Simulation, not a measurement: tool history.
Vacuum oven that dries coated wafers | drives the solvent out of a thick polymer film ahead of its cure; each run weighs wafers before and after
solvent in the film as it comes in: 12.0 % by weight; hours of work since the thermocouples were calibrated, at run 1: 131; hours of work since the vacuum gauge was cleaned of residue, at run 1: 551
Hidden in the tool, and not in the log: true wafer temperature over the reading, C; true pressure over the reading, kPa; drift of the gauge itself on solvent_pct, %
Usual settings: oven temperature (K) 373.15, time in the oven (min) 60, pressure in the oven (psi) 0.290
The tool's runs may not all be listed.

run	day	oven temperature (K)	time in the oven (min)	pressure in the oven (psi)	hours of work since the thermocouples were calibrated	hours of work since the vacuum gauge was cleaned of residue	solvent left in the film (%)
1	0.000	373.15	60	0.290	131	551	2.67
2	2.808	373.15	60	0.290	159	580	2.64
3	4.838	373.15	60	0.290	179	600	2.57
4	6.367	373.15	60	0.290	195	615	2.66
5	8.317	373.15	60	0.384	214	635	3.06
6	10.971	373.15	60	0.384	241	661	2.98
7	13.671	373.15	60	0.290	268	688	2.58
8	16.267	373.15	60	0.290	294	714	2.72
9	18.208	373.15	66	0.290	313	734	2.46
10	20.858	373.15	66	0.290	340	760	2.39
11	22.192	359.15	66	0.290	353	773	5.39
12	24.812	373.15	60	0.290	379	800	2.70
13	26.675	373.15	60	0.290	398	818	2.73
14	28.079	373.15	60	0.290	412	832	2.62
15	30.725	373.15	60	0.290	438	859	2.79
16	32.404	373.15	60	0.290	455	876	2.57
17	34.525	373.15	60	0.290	476	897	2.66
18	36.167	373.15	60	0.290	493	913	2.68
19	37.412	373.15	32	0.290	505	926	4.38
20	39.917	373.15	62	0.290	530	951	2.66
21	42.033	377.15	37	0.290	551	972	3.17
22	44.708	387.15	46	0.290	578	999	1.26
23	46.883	376.15	46	0.290	600	1020	2.83
24	49.000	376.15	46	0.290	621	1042	2.72
25	51.654	379.15	95	0.290	648	1068	1.31
26	54.446	379.15	95	0.290	676	1096	1.22
27	55.642	373.15	85	0.290	688	1108	1.87
28	58.175	370.15	38	0.191	713	1133	4.23
29	60.088	359.15	78	0.883	732	1153	8.54
30	61.717	359.15	102	0.883	748	1169	8.33
31	64.050	359.15	102	0.883	772	1192	8.10
32	66.788	360.15	89	0.487	799	1220	5.73
33	68.992	360.15	89	0.487	821	1242	5.65
34	71.783	373.15	74	0.290	849	1270	2.14
35	73.579	387.15	74	0.290	867	1287	1.05
36	76.108	364.15	74	0.352	892	1313	4.34
# day 78.100: vacuum gauge cleaned of residue and calibrated
37	79.021	364.15	50	0.875	921	9	7.81
38	80.775	364.15	50	0.875	938	27	7.82

Forecast each of these 3 alternatives for the next run:
A	82.775	370.15	39	0.677	958	47	?
B	82.775	383.15	60	0.335	958	47	?
C	82.775	363.15	40	0.290	958	47	?

run	solvent left in the film (%)
A	5.91
B	1.44
C	6.07
Without the tool's hidden state the same runs would have given:
run	solvent left in the film (%)
A	5.89
B	1.43
C	6.05

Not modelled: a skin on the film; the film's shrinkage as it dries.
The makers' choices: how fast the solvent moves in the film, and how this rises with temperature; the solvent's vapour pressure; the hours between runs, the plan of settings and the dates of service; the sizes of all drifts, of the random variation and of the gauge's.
